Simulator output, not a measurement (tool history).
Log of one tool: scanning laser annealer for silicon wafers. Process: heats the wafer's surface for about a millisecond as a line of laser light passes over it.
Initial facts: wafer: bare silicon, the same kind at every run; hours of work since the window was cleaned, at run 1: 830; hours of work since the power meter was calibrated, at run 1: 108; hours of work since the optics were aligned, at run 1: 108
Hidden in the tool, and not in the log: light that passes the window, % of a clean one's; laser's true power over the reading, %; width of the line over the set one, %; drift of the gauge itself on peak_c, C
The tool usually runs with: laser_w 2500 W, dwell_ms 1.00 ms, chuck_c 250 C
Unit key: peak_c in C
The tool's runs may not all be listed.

run	hour	laser_w	dwell_ms	chuck_c	hours of work since the window was cleaned	hours of work since the power meter was calibrated	hours of work since the optics were aligned	peak_c
1	0.0	2500	1.00	250	830	108	108	919
2	62.5	2500	0.96	250	858	135	135	903
3	156.0	2500	1.00	237	899	177	177	902
4	195.6	2500	1.00	237	916	194	194	898
# hour 208.3: window over the wafer cleaned
5	256.7	2500	1.00	227	21	220	220	932
6	305.1	2307	1.00	250	43	242	242	890
7	371.8	2307	1.00	250	72	271	271	884
8	446.8	2307	0.73	250	106	304	304	805
9	531.8	2307	0.73	250	143	342	342	806
10	600.0	2307	0.73	250	173	372	372	805
11	651.0	2307	0.73	250	196	395	395	800
12	718.2	2307	0.73	250	226	425	425	800
13	781.6	2712	0.78	250	254	453	453	931
14	825.4	2712	0.78	261	273	472	472	937
15	887.0	2391	0.78	224	300	499	499	812
16	932.6	2188	0.76	250	321	519	519	772
17	992.3	2566	1.06	250	347	546	546	974
18	1071.8	2566	1.06	250	382	581	581	971
19	1128.6	2566	1.06	250	407	606	606	969
20	1201.5	2566	1.06	280	440	638	638	997
21	1240.4	2566	1.06	280	457	656	656	996
22	1314.9	2566	1.06	280	490	689	689	995
23	1385.8	2249	1.12	280	521	720	720	905

Alternative continuations, all from the tool just after run 23; predict every row:
A	1460.2	2641	1.00	228	554	753	753	?
B	1460.2	2461	0.81	250	554	753	753	?
C	1460.2	2147	1.09	280	554	753	753	?
D	1460.2	2249	1.05	280	554	753	753	?

run	peak_c
A	944
B	854
C	866
D	886
Stripped of hidden state, with their random variation kept, the same runs would have yielded:
run	peak_c
A	983
B	886
C	898
D	918
